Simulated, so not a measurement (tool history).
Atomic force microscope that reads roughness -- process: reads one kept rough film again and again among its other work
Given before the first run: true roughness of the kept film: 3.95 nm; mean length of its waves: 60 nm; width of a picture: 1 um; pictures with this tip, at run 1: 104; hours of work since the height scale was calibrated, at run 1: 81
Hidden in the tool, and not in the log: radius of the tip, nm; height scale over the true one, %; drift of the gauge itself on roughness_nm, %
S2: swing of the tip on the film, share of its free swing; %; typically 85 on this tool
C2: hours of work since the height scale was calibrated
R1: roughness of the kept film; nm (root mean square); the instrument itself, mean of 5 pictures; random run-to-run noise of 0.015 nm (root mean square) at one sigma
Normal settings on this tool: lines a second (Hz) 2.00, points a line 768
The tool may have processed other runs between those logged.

run 1 hour=0.0 | lines_a_second_(Hz)=2.00 S2=85 points_a_line=768 | pictures_with_this_tip=104 C2=81 | R1=3.342
-- hour=13.6 new tip fitted
run 2 hour=13.8 | lines_a_second_(Hz)=2.00 S2=85 points_a_line=768 | pictures_with_this_tip=0 C2=90 | R1=3.570
run 3 hour=24.4 | lines_a_second_(Hz)=2.00 S2=85 points_a_line=768 | pictures_with_this_tip=11 C2=96 | R1=3.540
run 4 hour=35.9 | lines_a_second_(Hz)=2.00 S2=85 points_a_line=768 | pictures_with_this_tip=22 C2=103 | R1=3.504
run 5 hour=49.7 | lines_a_second_(Hz)=1.04 S2=85 points_a_line=768 | pictures_with_this_tip=36 C2=112 | R1=3.604
run 6 hour=69.5 | lines_a_second_(Hz)=1.04 S2=85 points_a_line=768 | pictures_with_this_tip=55 C2=124 | R1=3.592
run 7 hour=86.2 | lines_a_second_(Hz)=2.00 S2=85 points_a_line=768 | pictures_with_this_tip=72 C2=135 | R1=3.401
run 8 hour=98.4 | lines_a_second_(Hz)=2.00 S2=85 points_a_line=768 | pictures_with_this_tip=84 C2=142 | R1=3.386
run 9 hour=108.1 | lines_a_second_(Hz)=2.00 S2=85 points_a_line=768 | pictures_with_this_tip=94 C2=148 | R1=3.393
run 10 hour=128.9 | lines_a_second_(Hz)=2.00 S2=85 points_a_line=768 | pictures_with_this_tip=114 C2=161 | R1=3.335
-- hour=131.7 new tip fitted
run 11 hour=152.8 | lines_a_second_(Hz)=2.00 S2=85 points_a_line=768 | pictures_with_this_tip=21 C2=176 | R1=3.484
run 12 hour=174.0 | lines_a_second_(Hz)=2.00 S2=85 points_a_line=268 | pictures_with_this_tip=42 C2=189 | R1=3.449
run 13 hour=193.7 | lines_a_second_(Hz)=2.00 S2=85 points_a_line=268 | pictures_with_this_tip=62 C2=201 | R1=3.422
run 14 hour=203.9 | lines_a_second_(Hz)=2.00 S2=85 points_a_line=268 | pictures_with_this_tip=72 C2=207 | R1=3.382
run 15 hour=218.1 | lines_a_second_(Hz)=2.00 S2=85 points_a_line=268 | pictures_with_this_tip=86 C2=216 | R1=3.357
run 16 hour=227.5 | lines_a_second_(Hz)=2.00 S2=85 points_a_line=768 | pictures_with_this_tip=95 C2=222 | R1=3.364
run 17 hour=243.3 | lines_a_second_(Hz)=2.00 S2=85 points_a_line=768 | pictures_with_this_tip=111 C2=232 | R1=3.368
-- hour=248.3 new tip fitted
run 18 hour=255.2 | lines_a_second_(Hz)=1.97 S2=89 points_a_line=768 | pictures_with_this_tip=7 C2=239 | R1=3.501
run 19 hour=266.1 | lines_a_second_(Hz)=3.29 S2=68 points_a_line=768 | pictures_with_this_tip=17 C2=245 | R1=3.590
run 20 hour=275.9 | lines_a_second_(Hz)=1.71 S2=85 points_a_line=400 | pictures_with_this_tip=27 C2=252 | R1=3.516
-- hour=278.8 height scale calibrated on a step standard
run 21 hour=291.0 | lines_a_second_(Hz)=1.27 S2=85 points_a_line=400 | pictures_with_this_tip=41 C2=8 | R1=3.556

Estimate the outcome of run 22 from the log above:
run 22 hour=314.4 | lines_a_second_(Hz)=0.62 S2=85 points_a_line=746 | pictures_with_this_tip=64 C2=22 | R1=?

R1: 3.645 nm (root mean square)
Were there no unlogged condition in the tool, this run, its random variation unchanged, would have produced R1 3.749 nm (root mean square).

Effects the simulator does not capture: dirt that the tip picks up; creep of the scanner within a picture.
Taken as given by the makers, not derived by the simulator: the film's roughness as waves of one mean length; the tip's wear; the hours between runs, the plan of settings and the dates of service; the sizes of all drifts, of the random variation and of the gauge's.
